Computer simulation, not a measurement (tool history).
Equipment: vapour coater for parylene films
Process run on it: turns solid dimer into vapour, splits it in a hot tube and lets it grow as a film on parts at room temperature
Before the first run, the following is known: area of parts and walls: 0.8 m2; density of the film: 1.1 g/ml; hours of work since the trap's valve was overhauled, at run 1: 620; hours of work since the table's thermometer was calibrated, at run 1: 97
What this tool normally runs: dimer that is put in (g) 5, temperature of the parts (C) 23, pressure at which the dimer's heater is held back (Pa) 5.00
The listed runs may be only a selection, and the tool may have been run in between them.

run    hour  dimer that is put in (g)  temperature of the parts (C)  pressure at which the dimer's heater is held back (Pa)  hours of work since the trap's valve was overhauled  hours of work since the table's thermometer was calibrated  thickness of the film (nm)
  1     0.0                         5                            23                                                    5.00                                                  620                                                          97                        2730
  2    48.4                         5                            23                                                    2.34                                                  652                                                         129                        3090
      105.9  -- trap's valve overhauled
  3   134.4                         5                            23                                                    2.34                                                   19                                                         184                        3300
  4   217.3                         5                            23                                                    2.34                                                   75                                                         240                        3260
  5   278.7                         9                            23                                                    2.34                                                  116                                                         282                        5890
  6   350.2                         5                            23                                                    5.00                                                  164                                                         330                        2820
  7   418.7                         5                            23                                                    5.00                                                  210                                                         376                        2810
  8   474.7                         5                            23                                                    5.00                                                  248                                                         413                        2840
  9   555.0                         5                            23                                                    5.00                                                  302                                                         467                        2820
 10   628.0                         5                            23                                                    5.00                                                  351                                                         516                        2830
 11   678.0                         5                            23                                                    5.00                                                  385                                                         550                        2810
 12   738.5                         5                            23                                                    5.00                                                  425                                                         591                        2800
 13   811.0                         3                            17                                                    6.31                                                  474                                                         639                        1890
 14   894.3                         3                            17                                                    6.31                                                  530                                                         695                        1850
 15   967.6                         8                            25                                                    6.31                                                  579                                                         744                        4030
 16  1050.2                         8                            25                                                    6.31                                                  635                                                         800                        3910
     1055.7  -- table's thermometer calibrated
 17  1113.7                         3                            25                                                    6.31                                                  677                                                          39                        1470
     1131.0  -- trap's valve overhauled
 18  1189.5                         3                            22                                                    6.31                                                   39                                                          87                        1750
 19  1271.4                         4                            27                                                    2.14                                                   94                                                         142                        2440
     1335.0  -- table's thermometer calibrated, once more
 20  1353.4                         4                            27                                                    2.14                                                  149                                                          12                        2390
 21  1400.7                         5                            22                                                    5.00                                                  181                                                          44                        2990
 22  1437.9                         5                            23                                                    6.41                                                  206                                                          69                        2670
 23  1520.7                         4                            23                                                    6.41                                                  261                                                         125                        2150
 24  1598.9                         4                            23                                                    6.41                                                  314                                                         177                        2140

5 ways to go on from here, each from the tool as it stands after run 24. What would each give?
  A  1634.1                         3                            23                                                    5.00                                                  338                                                         201                           ?
  B  1634.1                         4                            16                                                    4.38                                                  338                                                         201                           ?
  C  1634.1                         5                            17                                                    5.28                                                  338                                                         201                           ?
  D  1634.1                         5                            23                                                    6.41                                                  338                                                         201                           ?
  E  1634.1                         4                            25                                                    6.41                                                  338                                                         201                           ?

run  thickness of the film (nm)
  A                        1680
  B                        2810
  C                        3230
  D                        2650
  E                        2020
With the hidden condition removed and each run's random variation left untouched, the same runs would have given:
run  thickness of the film (nm)
  A                        1730
  B                        2900
  C                        3340
  D                        2740
  E                        2090
